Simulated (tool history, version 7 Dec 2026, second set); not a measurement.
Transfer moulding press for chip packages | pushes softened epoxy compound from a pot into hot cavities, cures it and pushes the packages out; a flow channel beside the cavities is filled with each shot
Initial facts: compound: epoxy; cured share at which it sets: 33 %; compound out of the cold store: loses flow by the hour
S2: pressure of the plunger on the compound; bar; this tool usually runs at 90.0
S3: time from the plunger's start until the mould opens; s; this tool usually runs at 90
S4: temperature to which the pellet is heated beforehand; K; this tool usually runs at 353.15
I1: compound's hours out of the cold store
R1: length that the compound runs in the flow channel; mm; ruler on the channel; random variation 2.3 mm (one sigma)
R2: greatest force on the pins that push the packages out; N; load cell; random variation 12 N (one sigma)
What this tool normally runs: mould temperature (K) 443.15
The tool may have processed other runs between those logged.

{"run": 1, "hour": 0.0, "mould temperature (K)": 443.15, "S2": 90.0, "S3": 90, "S4": 353.15, "I1": 22.9, "R1": 625, "R2": 714}
{"run": 2, "hour": 5.5, "mould temperature (K)": 443.15, "S2": 90.0, "S3": 90, "S4": 353.15, "I1": 45.5, "R1": 563, "R2": 701}
{"run": 3, "hour": 13.2, "mould temperature (K)": 443.15, "S2": 90.0, "S3": 90, "S4": 353.15, "I1": 42.7, "R1": 570, "R2": 778}
{"run": 4, "hour": 23.4, "mould temperature (K)": 443.15, "S2": 90.0, "S3": 90, "S4": 353.15, "I1": 45.1, "R1": 564, "R2": 803}
{"run": 5, "hour": 35.9, "mould temperature (K)": 443.15, "S2": 90.0, "S3": 128, "S4": 353.15, "I1": 17.5, "R1": 679, "R2": 614}
{"run": 6, "hour": 40.4, "mould temperature (K)": 443.15, "S2": 90.0, "S3": 128, "S4": 353.15, "I1": 10.3, "R1": 701, "R2": 613}
{"run": 7, "hour": 50.0, "mould temperature (K)": 443.15, "S2": 79.7, "S3": 90, "S4": 353.15, "I1": 17.8, "R1": 634, "R2": 946}
{"run": 8, "hour": 59.4, "mould temperature (K)": 443.15, "S2": 79.7, "S3": 90, "S4": 353.15, "I1": 29.8, "R1": 603, "R2": 971}
{"run": 9, "hour": 71.0, "mould temperature (K)": 443.15, "S2": 69.7, "S3": 90, "S4": 353.15, "I1": 41.5, "R1": 532, "R2": 591}
{"run": 10, "hour": 77.9, "mould temperature (K)": 441.15, "S2": 69.1, "S3": 90, "S4": 353.15, "I1": 18.9, "R1": 593, "R2": 822}
{"run": 11, "hour": 83.1, "mould temperature (K)": 438.15, "S2": 90.0, "S3": 90, "S4": 348.15, "I1": 32.0, "R1": 652, "R2": 1117}
{"run": 12, "hour": 93.0, "mould temperature (K)": 440.15, "S2": 72.7, "S3": 90, "S4": 353.15, "I1": 42.4, "R1": 550, "R2": 977}
{"run": 13, "hour": 99.4, "mould temperature (K)": 440.15, "S2": 72.7, "S3": 90, "S4": 353.15, "I1": 46.5, "R1": 540, "R2": 999}
{"run": 14, "hour": 106.9, "mould temperature (K)": 440.15, "S2": 72.7, "S3": 90, "S4": 353.15, "I1": 34.4, "R1": 567, "R2": 1077}
{"run": 15, "hour": 116.4, "mould temperature (K)": 445.15, "S2": 89.6, "S3": 94, "S4": 352.15, "I1": 13.5, "R1": 678, "R2": 773}
{"run": 16, "hour": 126.0, "mould temperature (K)": 445.15, "S2": 89.6, "S3": 76, "S4": 352.15, "I1": 22.1, "R1": 644, "R2": 1258}
{"run": 17, "hour": 136.0, "mould temperature (K)": 443.15, "S2": 104.4, "S3": 94, "S4": 354.15, "I1": 36.5, "R1": 657, "R2": 838}

Put back what was entered between runs (2 entries, withheld): which listed runs does each sit between, and how does the hidden state differ from the listed run before to the listed run after?
Runs 4 to 5: plunger's sealing rings changed (hour 33.9)
  true mould temperature over the reading, C: -0.54 -> -0.55; pressure that reaches the compound, % of what is set: 88.46 -> 99.92; grip of the stained cavities, % over clean ones': 55.5 -> 62.2
  difference, measured minus the result without the unlogged condition, R1: -34 -> +2 mm; R2: +303 -> +238 N
Runs 8 to 9: cavities cleaned with cleaning compound and waxed (hour 66.9)
  true mould temperature over the reading, C: -0.59 -> -0.61; pressure that reaches the compound, % of what is set: 99.13 -> 98.79; grip of the stained cavities, % over clean ones': 71.5 -> 10.5
  difference, measured minus the result without the unlogged condition, R1: -1 -> -2 mm; R2: +428 -> +76 N
